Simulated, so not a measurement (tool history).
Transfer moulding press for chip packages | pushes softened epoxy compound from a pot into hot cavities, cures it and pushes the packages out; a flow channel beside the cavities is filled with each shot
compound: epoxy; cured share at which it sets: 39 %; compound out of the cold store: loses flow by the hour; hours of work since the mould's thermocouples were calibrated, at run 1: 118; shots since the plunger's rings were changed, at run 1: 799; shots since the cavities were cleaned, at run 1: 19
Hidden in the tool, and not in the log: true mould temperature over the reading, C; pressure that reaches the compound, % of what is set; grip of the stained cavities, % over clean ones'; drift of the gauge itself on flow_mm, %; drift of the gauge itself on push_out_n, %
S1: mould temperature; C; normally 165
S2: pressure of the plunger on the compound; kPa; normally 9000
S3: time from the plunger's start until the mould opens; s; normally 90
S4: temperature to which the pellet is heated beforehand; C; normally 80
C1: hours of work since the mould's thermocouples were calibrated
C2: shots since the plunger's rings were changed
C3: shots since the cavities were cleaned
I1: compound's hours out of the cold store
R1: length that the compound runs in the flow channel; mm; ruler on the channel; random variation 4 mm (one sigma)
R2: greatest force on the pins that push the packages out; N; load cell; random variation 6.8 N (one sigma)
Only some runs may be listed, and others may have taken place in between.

run 1 hour=0 | S1=165 S2=9000 S3=90 S4=80 | C1=118 C2=799 C3=19 | I1=45 | R1=745 R2=281
run 2 hour=10.6 | S1=165 S2=9000 S3=118 S4=80 | C1=123 C2=895 C3=115 | I1=41.7 | R1=760 R2=284
run 3 hour=19.5 | S1=165 S2=9000 S3=118 S4=80 | C1=127 C2=974 C3=194 | I1=43.4 | R1=740 R2=295
run 4 hour=29.7 | S1=165 S2=9000 S3=90 S4=80 | C1=132 C2=1067 C3=287 | I1=27.3 | R1=812 R2=365
run 5 hour=39.4 | S1=165 S2=9000 S3=90 S4=80 | C1=136 C2=1153 C3=373 | I1=20 | R1=843 R2=402
run 6 hour=47.8 | S1=165 S2=9000 S3=90 S4=80 | C1=140 C2=1229 C3=449 | I1=44 | R1=745 R2=388
run 7 hour=59.7 | S1=165 S2=9000 S3=90 S4=80 | C1=145 C2=1336 C3=556 | I1=16.7 | R1=864 R2=417
run 8 hour=68.3 | S1=165 S2=9000 S3=90 S4=88 | C1=149 C2=1414 C3=634 | I1=37.8 | R1=761 R2=406
run 9 hour=81.1 | S1=165 S2=9000 S3=90 S4=88 | C1=155 C2=1529 C3=749 | I1=10 | R1=887 R2=454
run 10 hour=86.4 | S1=165 S2=9000 S3=90 S4=88 | C1=157 C2=1577 C3=797 | I1=22.7 | R1=823 R2=432
run 11 hour=98.1 | S1=165 S2=9000 S3=90 S4=80 | C1=163 C2=1681 C3=901 | I1=27.1 | R1=801 R2=451
run 12 hour=105.8 | S1=165 S2=9000 S3=90 S4=80 | C1=166 C2=1751 C3=971 | I1=39.3 | R1=754 R2=450
run 13 hour=111.7 | S1=165 S2=9000 S3=90 S4=80 | C1=169 C2=1804 C3=1024 | I1=15.2 | R1=859 R2=461
-- hour=119 cavities cleaned with cleaning compound and waxed
run 14 hour=120.3 | S1=165 S2=9000 S3=90 S4=80 | C1=172 C2=1868 C3=12 | I1=29.7 | R1=792 R2=277
run 15 hour=133.4 | S1=165 S2=9000 S3=90 S4=80 | C1=178 C2=1986 C3=130 | I1=31 | R1=784 R2=323
run 16 hour=144.5 | S1=161 S2=8900 S3=126 S4=81 | C1=183 C2=2086 C3=230 | I1=39.4 | R1=762 R2=310
run 17 hour=153 | S1=171 S2=8120 S3=75 S4=81 | C1=187 C2=2162 C3=306 | I1=25.2 | R1=747 R2=351
run 18 hour=163.9 | S1=168 S2=6920 S3=110 S4=86 | C1=192 C2=2260 C3=404 | I1=39.1 | R1=649 R2=341
run 19 hour=176 | S1=168 S2=10200 S3=110 S4=76 | C1=197 C2=2369 C3=513 | I1=12.8 | R1=908 R2=363
run 20 hour=184.2 | S1=168 S2=10200 S3=110 S4=76 | C1=201 C2=2443 C3=587 | I1=18 | R1=881 R2=361
-- hour=187.3 mould's thermocouples calibrated
run 21 hour=194.3 | S1=168 S2=10200 S3=110 S4=76 | C1=3 C2=2516 C3=660 | I1=21.1 | R1=863 R2=371
run 22 hour=204.7 | S1=168 S2=6880 S3=99 S4=81 | C1=8 C2=2610 C3=754 | I1=45.8 | R1=611 R2=372
run 23 hour=217.1 | S1=163 S2=9000 S3=99 S4=80 | C1=14 C2=2722 C3=866 | I1=45.8 | R1=720 R2=416
run 24 hour=224.2 | S1=171 S2=9040 S3=90 S4=78 | C1=17 C2=2785 C3=929 | I1=16 | R1=822 R2=395
run 25 hour=235.7 | S1=165 S2=8630 S3=90 S4=85 | C1=22 C2=2888 C3=1032 | I1=42.6 | R1=708 R2=432
-- hour=242 cavities cleaned with cleaning compound and waxed
run 26 hour=248.7 | S1=161 S2=7600 S3=125 S4=86 | C1=27 C2=2993 C3=61 | I1=38.6 | R1=689 R2=258
run 27 hour=258.6 | S1=161 S2=7600 S3=125 S4=86 | C1=32 C2=3081 C3=149 | I1=11.5 | R1=810 R2=291
-- hour=267.6 mould's thermocouples calibrated, once more
run 28 hour=268.4 | S1=161 S2=7600 S3=125 S4=86 | C1=0 C2=3152 C3=220 | I1=31.6 | R1=720 R2=310
run 29 hour=275 | S1=161 S2=7600 S3=125 S4=86 | C1=3 C2=3211 C3=279 | I1=17.4 | R1=787 R2=314

What if the next run were any one of these 3? Each begins from the tool's condition after run 29:
run A hour=281.2 | S1=169 S2=9000 S3=85 S4=79 | C1=6 C2=3267 C3=335 | I1=37.2 | R1=? R2=?
run B hour=281.2 | S1=159 S2=7600 S3=125 S4=86 | C1=6 C2=3267 C3=335 | I1=45 | R1=? R2=?
run C hour=281.2 | S1=169 S2=9000 S3=90 S4=80 | C1=6 C2=3267 C3=335 | I1=17.9 | R1=? R2=?

run=A R1=731 R2=356
run=B R1=674 R2=348
run=C R1=821 R2=353
Take away the tool's hidden state, keep each run's random variation, and the runs would have read:
run=A R1=770 R2=253
run=B R1=710 R2=246
run=C R1=866 R2=252
